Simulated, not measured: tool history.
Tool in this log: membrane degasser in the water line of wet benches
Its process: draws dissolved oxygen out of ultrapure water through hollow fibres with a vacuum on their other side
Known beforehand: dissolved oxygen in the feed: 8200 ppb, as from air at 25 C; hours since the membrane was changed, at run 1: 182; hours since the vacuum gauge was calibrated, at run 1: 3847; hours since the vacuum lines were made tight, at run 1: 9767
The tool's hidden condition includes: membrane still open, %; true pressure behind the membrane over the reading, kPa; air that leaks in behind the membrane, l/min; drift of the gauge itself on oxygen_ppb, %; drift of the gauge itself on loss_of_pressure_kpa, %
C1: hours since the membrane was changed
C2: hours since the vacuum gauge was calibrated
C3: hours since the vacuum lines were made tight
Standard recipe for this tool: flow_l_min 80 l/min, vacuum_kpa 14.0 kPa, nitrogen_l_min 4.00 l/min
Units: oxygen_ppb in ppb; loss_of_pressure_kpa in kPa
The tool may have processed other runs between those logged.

run 1 hour=0.0 | flow_l_min=80 vacuum_kpa=14.0 nitrogen_l_min=4.00 | C1=182 C2=3847 C3=9767 | oxygen_ppb=466.7 loss_of_pressure_kpa=68.92
run 2 hour=87.4 | flow_l_min=80 vacuum_kpa=14.0 nitrogen_l_min=4.00 | C1=269 C2=3934 C3=9854 | oxygen_ppb=464.6 loss_of_pressure_kpa=69.09
run 3 hour=143.9 | flow_l_min=80 vacuum_kpa=14.0 nitrogen_l_min=4.00 | C1=326 C2=3991 C3=9911 | oxygen_ppb=465.1 loss_of_pressure_kpa=68.88
run 4 hour=207.7 | flow_l_min=80 vacuum_kpa=14.0 nitrogen_l_min=4.00 | C1=390 C2=4054 C3=9974 | oxygen_ppb=465.8 loss_of_pressure_kpa=68.62
run 5 hour=247.8 | flow_l_min=80 vacuum_kpa=14.0 nitrogen_l_min=4.00 | C1=430 C2=4094 C3=10015 | oxygen_ppb=465.4 loss_of_pressure_kpa=68.74
run 6 hour=320.7 | flow_l_min=80 vacuum_kpa=14.0 nitrogen_l_min=4.00 | C1=503 C2=4167 C3=10087 | oxygen_ppb=464.1 loss_of_pressure_kpa=68.78
run 7 hour=370.2 | flow_l_min=80 vacuum_kpa=14.0 nitrogen_l_min=4.00 | C1=552 C2=4217 C3=10137 | oxygen_ppb=462.6 loss_of_pressure_kpa=68.63
run 8 hour=460.3 | flow_l_min=80 vacuum_kpa=14.0 nitrogen_l_min=4.00 | C1=642 C2=4307 C3=10227 | oxygen_ppb=467.1 loss_of_pressure_kpa=68.95
run 9 hour=508.4 | flow_l_min=80 vacuum_kpa=14.0 nitrogen_l_min=4.00 | C1=690 C2=4355 C3=10275 | oxygen_ppb=467.5 loss_of_pressure_kpa=69.03
run 10 hour=567.7 | flow_l_min=80 vacuum_kpa=14.0 nitrogen_l_min=2.81 | C1=750 C2=4414 C3=10335 | oxygen_ppb=618.9 loss_of_pressure_kpa=68.74
run 11 hour=607.9 | flow_l_min=80 vacuum_kpa=14.0 nitrogen_l_min=2.81 | C1=790 C2=4455 C3=10375 | oxygen_ppb=621.8 loss_of_pressure_kpa=68.66
run 12 hour=682.3 | flow_l_min=80 vacuum_kpa=25.5 nitrogen_l_min=2.81 | C1=864 C2=4529 C3=10449 | oxygen_ppb=1188.9 loss_of_pressure_kpa=68.98
run 13 hour=734.1 | flow_l_min=80 vacuum_kpa=25.5 nitrogen_l_min=2.81 | C1=916 C2=4581 C3=10501 | oxygen_ppb=1185.0 loss_of_pressure_kpa=68.42
run 14 hour=790.9 | flow_l_min=80 vacuum_kpa=25.5 nitrogen_l_min=2.81 | C1=973 C2=4638 C3=10558 | oxygen_ppb=1193.9 loss_of_pressure_kpa=68.68
run 15 hour=851.7 | flow_l_min=80 vacuum_kpa=14.0 nitrogen_l_min=4.00 | C1=1034 C2=4698 C3=10618 | oxygen_ppb=463.6 loss_of_pressure_kpa=69.00
-- hour=856.4 vacuum gauge calibrated
run 16 hour=908.2 | flow_l_min=55 vacuum_kpa=14.0 nitrogen_l_min=7.96 | C1=1090 C2=52 C3=10675 | oxygen_ppb=180.7 loss_of_pressure_kpa=47.60
run 17 hour=1000.2 | flow_l_min=104 vacuum_kpa=12.8 nitrogen_l_min=4.00 | C1=1182 C2=144 C3=10766 | oxygen_ppb=523.8 loss_of_pressure_kpa=89.48
run 18 hour=1077.9 | flow_l_min=80 vacuum_kpa=14.0 nitrogen_l_min=4.00 | C1=1259 C2=221 C3=10844 | oxygen_ppb=467.2 loss_of_pressure_kpa=69.15
run 19 hour=1123.8 | flow_l_min=80 vacuum_kpa=14.0 nitrogen_l_min=4.00 | C1=1305 C2=267 C3=10890 | oxygen_ppb=466.6 loss_of_pressure_kpa=69.45
run 20 hour=1211.7 | flow_l_min=80 vacuum_kpa=23.6 nitrogen_l_min=11.68 | C1=1393 C2=355 C3=10978 | oxygen_ppb=331.3 loss_of_pressure_kpa=68.92
-- hour=1239.0 vacuum gauge calibrated, once more
run 21 hour=1283.7 | flow_l_min=80 vacuum_kpa=23.6 nitrogen_l_min=2.97 | C1=1465 C2=45 C3=11050 | oxygen_ppb=1052.9 loss_of_pressure_kpa=69.09
run 22 hour=1333.6 | flow_l_min=80 vacuum_kpa=23.6 nitrogen_l_min=2.97 | C1=1515 C2=95 C3=11099 | oxygen_ppb=1053.8 loss_of_pressure_kpa=69.26
run 23 hour=1387.9 | flow_l_min=123 vacuum_kpa=18.4 nitrogen_l_min=7.39 | C1=1569 C2=149 C3=11154 | oxygen_ppb=558.0 loss_of_pressure_kpa=106.11
run 24 hour=1471.5 | flow_l_min=108 vacuum_kpa=13.2 nitrogen_l_min=2.50 | C1=1652 C2=233 C3=11237 | oxygen_ppb=790.0 loss_of_pressure_kpa=92.88
run 25 hour=1560.8 | flow_l_min=101 vacuum_kpa=14.0 nitrogen_l_min=4.00 | C1=1742 C2=322 C3=11327 | oxygen_ppb=558.6 loss_of_pressure_kpa=86.53
run 26 hour=1635.8 | flow_l_min=80 vacuum_kpa=31.0 nitrogen_l_min=1.68 | C1=1817 C2=397 C3=11402 | oxygen_ppb=2034.7 loss_of_pressure_kpa=69.13
run 27 hour=1688.2 | flow_l_min=80 vacuum_kpa=14.0 nitrogen_l_min=7.38 | C1=1869 C2=449 C3=11454 | oxygen_ppb=271.2 loss_of_pressure_kpa=69.07
run 28 hour=1768.4 | flow_l_min=80 vacuum_kpa=14.0 nitrogen_l_min=3.85 | C1=1949 C2=529 C3=11534 | oxygen_ppb=476.9 loss_of_pressure_kpa=69.35
run 29 hour=1851.2 | flow_l_min=87 vacuum_kpa=13.9 nitrogen_l_min=4.00 | C1=2032 C2=612 C3=11617 | oxygen_ppb=492.2 loss_of_pressure_kpa=75.31

Selected run-to-run steps in oxygen_ppb, each split into two signed amounts: the part the tool would show with no hidden state at all (from settings, incoming material and random variation), and the remainder, which goes to the hidden state together with any gauge scatter not common to the measured and the hidden-state-free results:
Run 16 -> 17: flow_l_min 55 -> 104, vacuum_kpa 14.0 -> 12.8, nitrogen_l_min 7.96 -> 4.00. oxygen_ppb +343.1 ppb: hidden state +5.6, all else +337.5.
Run 19 -> 20: vacuum_kpa 14.0 -> 23.6, nitrogen_l_min 4.00 -> 11.68. oxygen_ppb -135.3 ppb: hidden state -4.1, all else -131.2.
Run 25 -> 26: flow_l_min 101 -> 80, vacuum_kpa 14.0 -> 31.0, nitrogen_l_min 4.00 -> 1.68. oxygen_ppb +1476.1 ppb: hidden state +0.7, all else +1475.4.
Run 26 -> 27: vacuum_kpa 31.0 -> 14.0, nitrogen_l_min 1.68 -> 7.38. oxygen_ppb -1763.5 ppb: hidden state -0.5, all else -1763.0.

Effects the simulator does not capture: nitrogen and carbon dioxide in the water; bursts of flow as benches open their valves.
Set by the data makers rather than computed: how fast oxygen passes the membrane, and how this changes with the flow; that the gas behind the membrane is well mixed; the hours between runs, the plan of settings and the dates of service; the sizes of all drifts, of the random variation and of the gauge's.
